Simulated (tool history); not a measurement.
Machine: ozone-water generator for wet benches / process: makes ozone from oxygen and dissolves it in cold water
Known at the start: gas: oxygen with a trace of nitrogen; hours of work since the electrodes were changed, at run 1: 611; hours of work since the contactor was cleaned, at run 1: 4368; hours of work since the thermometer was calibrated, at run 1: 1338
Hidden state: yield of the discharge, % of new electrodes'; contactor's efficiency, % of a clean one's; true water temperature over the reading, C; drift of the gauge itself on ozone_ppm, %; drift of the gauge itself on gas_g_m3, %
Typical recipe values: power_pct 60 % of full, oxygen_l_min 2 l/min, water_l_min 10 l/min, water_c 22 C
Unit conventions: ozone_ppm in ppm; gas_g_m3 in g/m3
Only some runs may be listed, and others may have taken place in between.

run,day,power_pct,oxygen_l_min,water_l_min,water_c,hours of work since the electrodes were changed,hours of work since the contactor was cleaned,hours of work since the thermometer was calibrated,ozone_ppm,gas_g_m3
1,0,60,2,10,22,611,4368,1338,19.6,201.1
2,2.1,60,2,10,22,648,4405,1375,19.3,200.1
3,5.425,87,2,10,22,708,4465,1434,25,260
4,7.742,87,2,10,22,749,4506,1475,25.1,258.3
5,9.383,87,2,10,22,778,4535,1505,25.2,262.2
6,11.746,87,2,10,22,820,4577,1547,25.2,260.4
7,14.188,87,2,10,22,864,4620,1590,25.2,258.5
8,15.983,87,2,10,15,895,4652,1622,27.3,260.6
9,17.471,60,1.57,10,22,922,4679,1648,19.5,230.6
10,20.3,60,1.57,10,22,972,4729,1699,19.2,230.9
11,22.988,60,2,14,22,1020,4777,1747,14.4,199.9
12,25.412,60,2.43,14,22,1063,4820,1790,14.5,174.7
13,26.821,52,2.43,11,17,1088,4845,1815,16.9,159.8
14,29.517,60,1.28,14,29,1136,4893,1863,12.9,260.6
15,32.25,79,2,14,23,1185,4942,1911,17.4,239.6
16,35.504,75,2,7,18,1243,5000,1969,31.6,231.1

Run 17, settings as shown, results not yet in. Your forecast:
17,37.046,75,2,7,18,1270,5027,1997,?,?

Run 17 produced ozone_ppm 31.4 ppm, gas_g_m3 232 g/m3.
The same run, on a tool lacking any hidden state, would have yielded ozone_ppm 31.4 ppm, gas_g_m3 234.6 g/m3.
